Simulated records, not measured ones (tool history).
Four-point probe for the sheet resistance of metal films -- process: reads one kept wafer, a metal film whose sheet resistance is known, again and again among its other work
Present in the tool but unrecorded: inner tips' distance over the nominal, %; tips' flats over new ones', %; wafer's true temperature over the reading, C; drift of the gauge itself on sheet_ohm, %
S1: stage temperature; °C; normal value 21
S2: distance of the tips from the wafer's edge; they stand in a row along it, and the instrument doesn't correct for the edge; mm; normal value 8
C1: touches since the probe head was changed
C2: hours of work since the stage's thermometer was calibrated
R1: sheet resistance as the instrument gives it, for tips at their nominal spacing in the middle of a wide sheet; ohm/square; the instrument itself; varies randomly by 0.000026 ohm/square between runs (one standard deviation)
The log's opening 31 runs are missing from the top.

run    hour  S1  S2     C1    C2        R1
 32  3221.9  24  47  21026  1474   0.13002
 33  3309.1  28   3  23415  1528  0.141642
 34  3384.4  22  41  25477  1574  0.129817
     3452.3  -- stage's thermometer calibrated
 35  3493.9  30  42  28460    25  0.130501
 36  3561.6  30  42  30314    67  0.130472
 37  3702.5  25  68  34172   153   0.12998
 38  3787.2  25  68  36494   205  0.130004
 39  3897.3  25  68  39509   273  0.129908
 40  4039.3  25  68  43396   360  0.129898
 41  4149.3  21   4  46408   427  0.136142
 42  4257.4  21   4  49368   494  0.136142
 43  4321.8  28   3  51134   533  0.141306
 44  4407.3  32  71  53473   585   0.13028

Below are 3 alternative next runs, each starting from the tool's condition after run 44. Predict each:
  A  4503.4  24  13  56106  644   ?
  B  4503.4  28  12  56106  644   ?
  C  4503.4  26  22  56106  644   ?

run        R1
  A  0.130287
  B  0.130702
  C  0.130003
What these runs would have given with no unlogged condition in the tool:
run        R1
  A  0.131113
  B  0.131531
  C  0.130828
